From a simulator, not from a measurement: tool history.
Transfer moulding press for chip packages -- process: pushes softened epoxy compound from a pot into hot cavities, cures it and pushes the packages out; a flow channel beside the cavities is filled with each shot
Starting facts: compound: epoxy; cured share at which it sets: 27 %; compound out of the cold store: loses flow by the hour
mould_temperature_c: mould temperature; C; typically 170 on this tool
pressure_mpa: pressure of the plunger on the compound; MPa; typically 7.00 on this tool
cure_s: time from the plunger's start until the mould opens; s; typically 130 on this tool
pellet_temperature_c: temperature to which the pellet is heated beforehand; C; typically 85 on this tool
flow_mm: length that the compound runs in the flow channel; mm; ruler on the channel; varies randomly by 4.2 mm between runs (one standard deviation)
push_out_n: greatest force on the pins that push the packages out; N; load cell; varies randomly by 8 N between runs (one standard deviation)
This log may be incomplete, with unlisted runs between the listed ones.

run	hour	mould_temperature_c	pressure_mpa	cure_s	pellet_temperature_c	incoming compound's hours out of the cold store	flow_mm	push_out_n
1	0.0	170	7.00	130	85	15.6	597	583
2	27.5	170	7.00	130	85	45.4	497	638
3	40.3	170	7.00	130	85	43.1	504	643
4	54.0	170	7.00	130	93	30.6	553	694
5	67.9	170	7.00	130	93	23.5	573	708
# hour 77.4: cavities cleaned with cleaning compound and waxed
6	93.1	170	7.00	130	93	25.3	562	414
7	110.2	170	7.17	130	93	46.8	493	495
8	137.1	170	7.00	131	85	12.9	604	593
9	159.2	170	7.00	131	85	20.8	568	639
# hour 173.6: plunger's sealing rings changed
10	182.2	170	7.00	131	85	45.6	536	650
11	204.9	177	8.16	133	76	22.0	658	604
# hour 208.0: cavities cleaned with cleaning compound and waxed
12	228.0	177	8.16	133	76	27.8	631	383
13	243.6	178	5.49	168	93	44.5	461	421
14	266.5	178	5.49	168	93	24.5	523	473
15	281.5	178	5.49	153	93	20.4	532	500
16	300.7	163	5.59	124	78	29.8	532	1096
17	322.7	163	5.59	124	78	34.0	516	1155

What does the tool deliver on the next run?
# hour 336.4: cavities cleaned with cleaning compound and waxed
18	349.6	163	5.59	128	78	25.9	?	?

{"run 18": {"flow_mm": 540, "push_out_n": 642}}
On a tool with no hidden condition, and with the same random variation, this run would have come out at flow_mm 555 mm, push_out_n 526 N.

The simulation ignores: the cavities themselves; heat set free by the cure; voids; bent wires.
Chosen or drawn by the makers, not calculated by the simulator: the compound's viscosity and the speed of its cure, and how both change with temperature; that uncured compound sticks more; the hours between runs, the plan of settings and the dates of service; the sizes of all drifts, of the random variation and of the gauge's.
